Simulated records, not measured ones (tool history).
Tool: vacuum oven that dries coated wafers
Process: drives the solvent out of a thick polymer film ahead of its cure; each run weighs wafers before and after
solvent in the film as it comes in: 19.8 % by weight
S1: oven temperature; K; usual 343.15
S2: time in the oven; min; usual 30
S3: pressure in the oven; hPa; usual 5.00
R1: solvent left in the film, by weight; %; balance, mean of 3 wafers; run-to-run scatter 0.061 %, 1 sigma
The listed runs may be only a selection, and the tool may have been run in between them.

run,hour,S1,S2,S3,R1
1,0.0,343.15,30,5.00,3.43
2,73.6,343.15,30,5.00,3.32
3,139.3,343.15,51,5.00,1.22
4,248.2,343.15,30,8.94,3.66
5,363.3,343.15,30,16.13,3.75
6,474.8,343.15,23,16.13,5.15
7,550.2,343.15,23,2.58,4.91
8,600.0,343.15,38,5.00,2.33
9,686.7,343.15,38,5.00,2.30
10,793.4,342.15,30,5.00,3.84
# hour 851.5: oven's thermocouples calibrated
11,868.5,342.15,30,5.00,3.76
12,948.7,342.15,30,5.00,3.82
13,1028.2,342.15,30,5.00,3.81
14,1138.5,337.15,30,5.00,6.22
15,1256.4,337.15,30,5.00,6.19
16,1310.7,337.15,30,5.00,6.17
17,1382.0,337.15,30,5.00,6.07
18,1436.8,337.15,30,5.00,6.17
# hour 1476.8: vacuum gauge cleaned of residue and calibrated
19,1525.0,337.15,30,5.00,6.05
20,1615.7,337.15,30,5.00,6.11
21,1676.4,337.15,30,5.00,6.06
22,1776.4,337.15,30,5.00,6.22
23,1894.2,347.15,30,5.00,2.06
24,1992.4,347.15,30,5.00,1.94
25,2107.8,347.15,19,14.25,4.26
26,2198.4,337.15,19,6.45,8.73
27,2266.9,334.15,32,9.30,7.47
28,2377.6,334.15,32,9.30,7.47
29,2477.8,345.15,15,12.90,6.55
30,2556.8,350.15,39,5.48,0.56
31,2640.3,350.15,37,4.66,0.71
32,2704.9,338.15,22,8.27,7.30
33,2811.7,338.15,22,8.27,7.66
34,2867.9,328.15,30,15.79,10.70
35,2926.4,328.15,30,15.79,10.80
36,2986.7,334.15,53,13.61,4.70
# hour 3092.9: oven's thermocouples calibrated
37,3096.9,334.15,29,4.35,7.89
38,3199.2,340.15,45,5.00,2.71
39,3284.8,340.15,41,3.19,3.01
40,3401.7,340.15,41,3.19,2.97
41,3464.9,336.15,37,12.98,5.75
42,3578.2,342.15,18,3.38,6.61
43,3662.1,331.15,35,7.90,8.34
44,3724.3,343.15,16,8.71,7.14
45,3825.1,330.15,42,5.00,7.90
46,3891.8,354.15,24,13.32,1.15

Consider 5 possible next runs. They are alternatives, not a sequence: every one starts from the tool as it was left by run 46. What does each give?
A,3957.0,353.15,16,2.55,?
B,3957.0,344.15,52,13.32,?
C,3957.0,353.15,31,2.77,?
D,3957.0,343.15,35,5.56,?
E,3957.0,354.15,23,4.96,?

run,R1
A,2.73
B,1.33
C,0.49
D,2.62
E,1.00
Without the tool's hidden state the same runs would have given:
run,R1
A,2.72
B,1.32
C,0.48
D,2.60
E,0.99
